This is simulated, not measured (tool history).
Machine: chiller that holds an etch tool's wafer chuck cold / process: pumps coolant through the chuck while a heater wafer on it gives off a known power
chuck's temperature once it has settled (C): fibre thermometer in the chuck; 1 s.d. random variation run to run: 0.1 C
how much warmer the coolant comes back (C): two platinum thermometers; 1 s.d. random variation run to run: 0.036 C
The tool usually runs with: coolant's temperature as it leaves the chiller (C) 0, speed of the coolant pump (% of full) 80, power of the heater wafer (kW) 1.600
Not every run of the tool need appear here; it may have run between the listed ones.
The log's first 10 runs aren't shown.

| run | hour | coolant's temperature as it leaves the chiller (C) | speed of the coolant pump (% of full) | power of the heater wafer (kW) | hours since the coolant was changed and the channels were flushed | hours since the pump was overhauled | hours since the chiller's thermometer was calibrated | chuck's temperature once it has settled (C) | how much warmer the coolant comes back (C) |
|---|---|---|---|---|---|---|---|---|---|
| 11 | 577.7 | 0 | 80 | 1.600 | 4629 | 1446 | 578 | 21.6 | 6.47 |
| 12 | 622.9 | 0 | 80 | 1.600 | 4675 | 1491 | 623 | 21.6 | 6.41 |
| 13 | 657.4 | 0 | 80 | 1.600 | 4709 | 1526 | 657 | 21.7 | 6.51 |
| 14 | 708.0 | 0 | 80 | 1.600 | 4760 | 1576 | 708 | 21.8 | 6.47 |
| 15 | 758.4 | 0 | 83 | 1.600 | 4810 | 1627 | 758 | 21.4 | 6.15 |
| 16 | 842.7 | 0 | 92 | 1.600 | 4894 | 1711 | 843 | 19.7 | 5.52 |
| 17 | 896.9 | 0 | 92 | 1.600 | 4949 | 1765 | 897 | 19.8 | 5.54 |
| 18 | 975.4 | 0 | 92 | 1.600 | 5027 | 1844 | 975 | 19.8 | 5.57 |
| 19 | 1026.6 | 0 | 92 | 2.239 | 5078 | 1895 | 1027 | 27.9 | 7.71 |
|  | 1040.3 | coolant changed, channels flushed |
| 20 | 1070.0 | 7 | 77 | 0.839 | 30 | 1932 | 1064 | 17.8 | 3.53 |
| 21 | 1110.3 | -7 | 85 | 1.842 | 70 | 1972 | 1104 | 14.8 | 6.98 |
|  | 1116.3 | chiller's thermometer calibrated |
| 22 | 1145.7 | -7 | 80 | 1.103 | 104 | 2007 | 29 | 6.6 | 4.50 |
| 23 | 1225.2 | 0 | 95 | 1.363 | 184 | 2086 | 109 | 14.8 | 4.56 |
| 24 | 1261.2 | 5 | 75 | 2.209 | 220 | 2122 | 145 | 33.6 | 9.71 |
| 25 | 1321.8 | 5 | 75 | 2.209 | 281 | 2183 | 206 | 33.6 | 9.68 |
| 26 | 1356.4 | 0 | 92 | 2.209 | 315 | 2218 | 240 | 24.8 | 7.74 |
|  | 1376.0 | chiller's thermometer calibrated, once more |
| 27 | 1411.6 | 0 | 92 | 2.209 | 369 | 2272 | 36 | 25.0 | 7.67 |
| 28 | 1493.8 | -8 | 92 | 1.122 | 451 | 2354 | 118 | 4.8 | 3.90 |
| 29 | 1576.8 | 0 | 92 | 1.122 | 534 | 2437 | 201 | 12.8 | 3.91 |
| 30 | 1632.4 | 0 | 78 | 1.260 | 590 | 2493 | 256 | 16.4 | 5.31 |
| 31 | 1676.5 | 9 | 79 | 1.425 | 634 | 2537 | 301 | 27.2 | 5.91 |

Branching from run 31: 4 alternative next runs. What would each branch give?
| A | 1742.6 | -7 | 71 | 1.323 | 700 | 2603 | 367 | ? | ? |
| B | 1742.6 | 0 | 80 | 1.145 | 700 | 2603 | 367 | ? | ? |
| C | 1742.6 | 9 | 85 | 0.838 | 700 | 2603 | 367 | ? | ? |
| D | 1742.6 | 9 | 99 | 1.425 | 700 | 2603 | 367 | ? | ? |

| run | chuck's temperature once it has settled (C) | how much warmer the coolant comes back (C) |
|---|---|---|
| A | 11.2 | 6.18 |
| B | 14.6 | 4.71 |
| C | 19.2 | 3.20 |
| D | 24.8 | 4.59 |
Stripped of hidden state, with their random variation kept, the same runs would have yielded:
| run | chuck's temperature once it has settled (C) | how much warmer the coolant comes back (C) |
|---|---|---|
| A | 10.5 | 6.00 |
| B | 14.1 | 4.58 |
| C | 18.8 | 3.11 |
| D | 24.2 | 4.46 |

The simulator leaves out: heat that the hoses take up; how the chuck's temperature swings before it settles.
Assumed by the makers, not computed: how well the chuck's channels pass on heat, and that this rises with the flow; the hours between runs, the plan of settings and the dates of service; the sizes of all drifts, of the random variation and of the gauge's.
